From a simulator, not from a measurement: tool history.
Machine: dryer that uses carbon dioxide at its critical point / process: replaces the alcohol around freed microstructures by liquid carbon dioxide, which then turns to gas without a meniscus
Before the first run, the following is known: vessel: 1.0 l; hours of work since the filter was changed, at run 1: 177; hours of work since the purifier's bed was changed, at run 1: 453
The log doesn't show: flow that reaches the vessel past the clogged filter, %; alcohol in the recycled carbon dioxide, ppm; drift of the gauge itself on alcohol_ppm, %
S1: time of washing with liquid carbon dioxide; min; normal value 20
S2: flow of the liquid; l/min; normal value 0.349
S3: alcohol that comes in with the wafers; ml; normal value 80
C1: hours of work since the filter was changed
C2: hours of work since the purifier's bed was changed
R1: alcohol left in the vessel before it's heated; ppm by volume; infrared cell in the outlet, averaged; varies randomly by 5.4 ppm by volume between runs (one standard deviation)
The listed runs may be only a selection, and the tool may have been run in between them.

| run | hour | S1 | S2 | S3 | C1 | C2 | R1 |
|---|---|---|---|---|---|---|---|
| 1 | 0.0 | 20 | 0.349 | 80 | 177 | 453 | 449 |
|  | 22.8 | inlet filter changed |
| 2 | 24.4 | 20 | 0.349 | 80 | 1 | 462 | 211 |
| 3 | 54.5 | 20 | 0.349 | 80 | 13 | 474 | 222 |
| 4 | 77.9 | 20 | 0.349 | 80 | 22 | 484 | 218 |
| 5 | 92.9 | 20 | 0.349 | 80 | 28 | 490 | 244 |
| 6 | 105.6 | 20 | 0.349 | 80 | 34 | 495 | 241 |
| 7 | 125.9 | 20 | 0.349 | 80 | 42 | 503 | 252 |
| 8 | 154.0 | 31 | 0.349 | 80 | 53 | 515 | 88 |
| 9 | 181.5 | 31 | 0.349 | 104 | 65 | 526 | 95 |
| 10 | 210.0 | 31 | 0.349 | 104 | 76 | 538 | 99 |
| 11 | 224.2 | 20 | 0.227 | 80 | 82 | 543 | 1630 |
| 12 | 236.7 | 20 | 0.227 | 80 | 87 | 549 | 1665 |
| 13 | 254.2 | 27 | 0.543 | 32 | 94 | 556 | 83 |
| 14 | 284.1 | 20 | 0.377 | 38 | 106 | 568 | 158 |
| 15 | 303.6 | 24 | 0.257 | 69 | 114 | 576 | 463 |
| 16 | 319.9 | 21 | 0.527 | 42 | 121 | 582 | 95 |
| 17 | 333.4 | 13 | 0.582 | 42 | 126 | 588 | 182 |
| 18 | 349.8 | 20 | 0.349 | 53 | 133 | 595 | 276 |
| 19 | 367.8 | 15 | 0.308 | 69 | 140 | 602 | 1745 |
| 20 | 388.7 | 17 | 0.468 | 78 | 149 | 610 | 241 |
| 21 | 409.3 | 14 | 0.274 | 84 | 157 | 619 | 3945 |
| 22 | 438.6 | 14 | 0.274 | 84 | 169 | 631 | 4172 |
| 23 | 452.4 | 14 | 0.349 | 80 | 175 | 636 | 1878 |
| 24 | 466.4 | 14 | 0.349 | 29 | 180 | 642 | 782 |

3 ways to go on from here, each from the tool as it stands after run 24. What would each give?
|  | 482.8 | inlet filter changed |
| A | 494.8 | 14 | 0.349 | 29 | 5 | 653 | ? |
|  | 482.8 | inlet filter changed |
| B | 494.8 | 20 | 0.300 | 25 | 5 | 653 | ? |
|  | 482.8 | inlet filter changed |
| C | 494.8 | 15 | 0.380 | 21 | 5 | 653 | ? |

| run | R1 |
|---|---|
| A | 449 |
| B | 201 |
| C | 230 |
What these runs would have given with no unlogged condition in the tool:
| run | R1 |
|---|---|
| A | 344 |
| B | 103 |
| C | 131 |
